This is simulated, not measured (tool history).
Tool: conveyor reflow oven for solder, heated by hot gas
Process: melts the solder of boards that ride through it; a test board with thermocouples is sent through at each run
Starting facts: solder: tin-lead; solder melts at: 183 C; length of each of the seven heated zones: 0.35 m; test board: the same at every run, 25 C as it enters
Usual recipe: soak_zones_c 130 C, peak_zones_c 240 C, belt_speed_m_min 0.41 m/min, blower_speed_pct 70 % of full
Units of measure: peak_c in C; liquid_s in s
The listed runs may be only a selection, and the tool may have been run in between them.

Run 1, hour 0: usual settings. Result: peak_c 218.7 C, liquid_s 77.2 s.
Run 2, hour 79.2: usual settings. Result: peak_c 219.4 C, liquid_s 74.7 s.
Run 3, hour 131.2: usual settings. Result: peak_c 218.9 C, liquid_s 76 s.
Run 4, hour 186.6: usual settings. Result: peak_c 218.6 C, liquid_s 74.9 s.
Run 5, hour 244.4: usual settings. Result: peak_c 217.9 C, liquid_s 74.5 s.
Run 6, hour 283.6: usual settings but blower_speed_pct 79 % of full. Result: peak_c 220.4 C, liquid_s 78.7 s.
Run 7, hour 373.9: usual settings but blower_speed_pct 79 % of full. Result: peak_c 219.7 C, liquid_s 78.5 s.
Run 8, hour 427.4: usual settings but blower_speed_pct 79 % of full. Result: peak_c 219.7 C, liquid_s 77.8 s.
Run 9, hour 504.1: usual settings but soak_zones_c 145 C. Result: peak_c 219.7 C, liquid_s 84.1 s.
At hour 543.2: thermocouples of zones 6 and 7 changed.
Run 10, hour 556.3: usual settings but soak_zones_c 145 C. Result: peak_c 221.3 C, liquid_s 86 s.
At hour 637.7: flux residue cleaned out of gas plates and filters.
Run 11, hour 645.3: usual settings but soak_zones_c 145 C. Result: peak_c 218.8 C, liquid_s 82.5 s.
Run 12, hour 706.1: usual settings but soak_zones_c 145 C, belt_speed_m_min 0.461 m/min. Result: peak_c 215.3 C, liquid_s 69.7 s.
Run 13, hour 801.1: usual settings but soak_zones_c 145 C, belt_speed_m_min 0.461 m/min. Result: peak_c 214 C, liquid_s 67.5 s.
Run 14, hour 869.1: usual settings but soak_zones_c 141 C. Result: peak_c 217.8 C, liquid_s 79.3 s.
Run 15, hour 921.3: usual settings but soak_zones_c 141 C. Result: peak_c 217.7 C, liquid_s 79.7 s.
Run 16, hour 960.4: usual settings but soak_zones_c 138 C, peak_zones_c 245 C. Result: peak_c 220.6 C, liquid_s 81.7 s.
At hour 1015.6: flux residue cleaned out of gas plates and filters, once more.
Run 17, hour 1030.6: usual settings but soak_zones_c 120 C, peak_zones_c 246 C, belt_speed_m_min 0.46 m/min, blower_speed_pct 55 % of full. Result: peak_c 211.8 C, liquid_s 55.6 s.
Run 18, hour 1073.3: usual settings but soak_zones_c 120 C, peak_zones_c 246 C, belt_speed_m_min 0.46 m/min, blower_speed_pct 55 % of full. Result: peak_c 211.8 C, liquid_s 55.8 s.
Run 19, hour 1161.2: usual settings but soak_zones_c 129 C, peak_zones_c 245 C, belt_speed_m_min 0.46 m/min, blower_speed_pct 55 % of full. Result: peak_c 213.7 C, liquid_s 59.4 s.
Run 20, hour 1247.2: usual settings but soak_zones_c 129 C, peak_zones_c 245 C, belt_speed_m_min 0.46 m/min, blower_speed_pct 55 % of full. Result: peak_c 212.6 C, liquid_s 60.6 s.
Run 21, hour 1332.3: usual settings but soak_zones_c 129 C, peak_zones_c 245 C, belt_speed_m_min 0.46 m/min, blower_speed_pct 55 % of full. Result: peak_c 212.3 C, liquid_s 59.7 s.
Run 22, hour 1379.8: usual settings but soak_zones_c 120 C, peak_zones_c 245 C, belt_speed_m_min 0.453 m/min, blower_speed_pct 55 % of full. Result: peak_c 210.4 C, liquid_s 55 s.
Run 23, hour 1419.8: usual settings but soak_zones_c 120 C, peak_zones_c 245 C, belt_speed_m_min 0.453 m/min, blower_speed_pct 55 % of full. Result: peak_c 209.9 C, liquid_s 54.8 s.
Run 24, hour 1477.9: usual settings but soak_zones_c 131 C, peak_zones_c 236 C, belt_speed_m_min 0.338 m/min, blower_speed_pct 71 % of full. Result: peak_c 221.6 C, liquid_s 100.3 s.
At hour 1507.9: belt drive overhauled, speed set with a stopwatch.
Run 25, hour 1548.5: usual settings but soak_zones_c 143 C, peak_zones_c 243 C, blower_speed_pct 58 % of full. Result: peak_c 218.3 C, liquid_s 78.4 s.
Run 26, hour 1596.3: usual settings but soak_zones_c 125 C, belt_speed_m_min 0.48 m/min. Result: peak_c 207.9 C, liquid_s 48.3 s.
At hour 1655.7: flux residue cleaned out of gas plates and filters.
Run 27, hour 1695.1: usual settings but soak_zones_c 127 C, peak_zones_c 234 C, belt_speed_m_min 0.454 m/min, blower_speed_pct 73 % of full. Result: peak_c 210.1 C, liquid_s 55.2 s.
Run 28, hour 1769.9: usual settings but soak_zones_c 127 C, peak_zones_c 234 C, belt_speed_m_min 0.454 m/min, blower_speed_pct 73 % of full. Result: peak_c 210 C, liquid_s 54.3 s.
Run 29, hour 1811.7: usual settings but soak_zones_c 127 C, peak_zones_c 234 C, belt_speed_m_min 0.454 m/min, blower_speed_pct 73 % of full. Result: peak_c 209.2 C, liquid_s 56.1 s.
Run 30, hour 1856.6: usual settings but soak_zones_c 143 C, blower_speed_pct 64 % of full. Result: peak_c 220 C, liquid_s 81.4 s.

Here are 3 independent what-if runs from the current tool condition. What would each one return?
Run A, hour 1902: usual settings but soak_zones_c 120 C. Result: peak_c ?, liquid_s ?.
Run B, hour 1902: usual settings but peak_zones_c 238 C. Result: peak_c ?, liquid_s ?.
Run C, hour 1902: usual settings but soak_zones_c 133 C, peak_zones_c 241 C, blower_speed_pct 55 % of full. Result: peak_c ?, liquid_s ?.

run  peak_c  liquid_s
  A   216.8        66
  B   216.1      71.8
  C   213.7        69
Without the tool's unlogged condition, the same runs would have read:
run  peak_c  liquid_s
  A   218.6      67.7
  B   217.7      73.3
  C   215.2      70.4

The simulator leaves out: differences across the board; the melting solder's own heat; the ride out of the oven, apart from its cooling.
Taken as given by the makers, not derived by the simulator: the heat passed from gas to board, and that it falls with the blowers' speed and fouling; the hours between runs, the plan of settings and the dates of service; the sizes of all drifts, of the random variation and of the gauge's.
